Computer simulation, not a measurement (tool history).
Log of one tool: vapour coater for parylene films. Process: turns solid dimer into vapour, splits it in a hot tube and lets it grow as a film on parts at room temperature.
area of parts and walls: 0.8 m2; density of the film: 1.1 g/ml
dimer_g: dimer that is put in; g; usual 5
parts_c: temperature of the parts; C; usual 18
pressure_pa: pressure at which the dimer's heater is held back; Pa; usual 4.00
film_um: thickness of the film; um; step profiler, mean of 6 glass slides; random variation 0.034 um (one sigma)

{"run": 1, "hour": 0.0, "dimer_g": 5, "parts_c": 18, "pressure_pa": 4.0, "film_um": 3.94}
{"run": 2, "hour": 27.8, "dimer_g": 5, "parts_c": 18, "pressure_pa": 5.99, "film_um": 3.74}
{"run": 3, "hour": 43.0, "dimer_g": 5, "parts_c": 16, "pressure_pa": 4.0, "film_um": 4.16}
{"run": 4, "hour": 72.2, "dimer_g": 5, "parts_c": 13, "pressure_pa": 4.0, "film_um": 4.49}
{"run": 5, "hour": 87.4, "dimer_g": 5, "parts_c": 18, "pressure_pa": 4.29, "film_um": 3.92}
{"run": 6, "hour": 106.6, "dimer_g": 5, "parts_c": 18, "pressure_pa": 4.0, "film_um": 3.93}
{"hour": 124.6, "done": "trap's valve overhauled"}
{"run": 7, "hour": 135.8, "dimer_g": 5, "parts_c": 18, "pressure_pa": 4.0, "film_um": 4.19}
{"run": 8, "hour": 155.7, "dimer_g": 9, "parts_c": 16, "pressure_pa": 4.0, "film_um": 7.84}
{"run": 9, "hour": 179.7, "dimer_g": 9, "parts_c": 16, "pressure_pa": 4.0, "film_um": 7.93}
{"run": 10, "hour": 205.3, "dimer_g": 3, "parts_c": 15, "pressure_pa": 8.65, "film_um": 2.41}
{"run": 11, "hour": 233.8, "dimer_g": 3, "parts_c": 15, "pressure_pa": 8.65, "film_um": 2.42}
{"run": 12, "hour": 256.5, "dimer_g": 5, "parts_c": 24, "pressure_pa": 2.36, "film_um": 3.86}
{"run": 13, "hour": 276.5, "dimer_g": 4, "parts_c": 25, "pressure_pa": 2.36, "film_um": 2.98}

Some steps in film_um between neighbouring runs. How much of each would the tool show without its hidden state too (settings, what came in, random variation), and how much is left for the hidden state, with any gauge scatter that isn't in both results?
The hidden state here: vapour lost through the trap's worn valve, %; true temperature of the parts over the reading, C; drift of the gauge itself on film_um, %.
Run 6 -> 7: trap's valve overhauled. film_um +0.26 um: hidden state +0.26, all else +0.00.
Run 9 -> 10: dimer_g 9 -> 3, parts_c 16 -> 15, pressure_pa 4.00 -> 8.65. film_um -5.52 um: hidden state +0.05, all else -5.57.
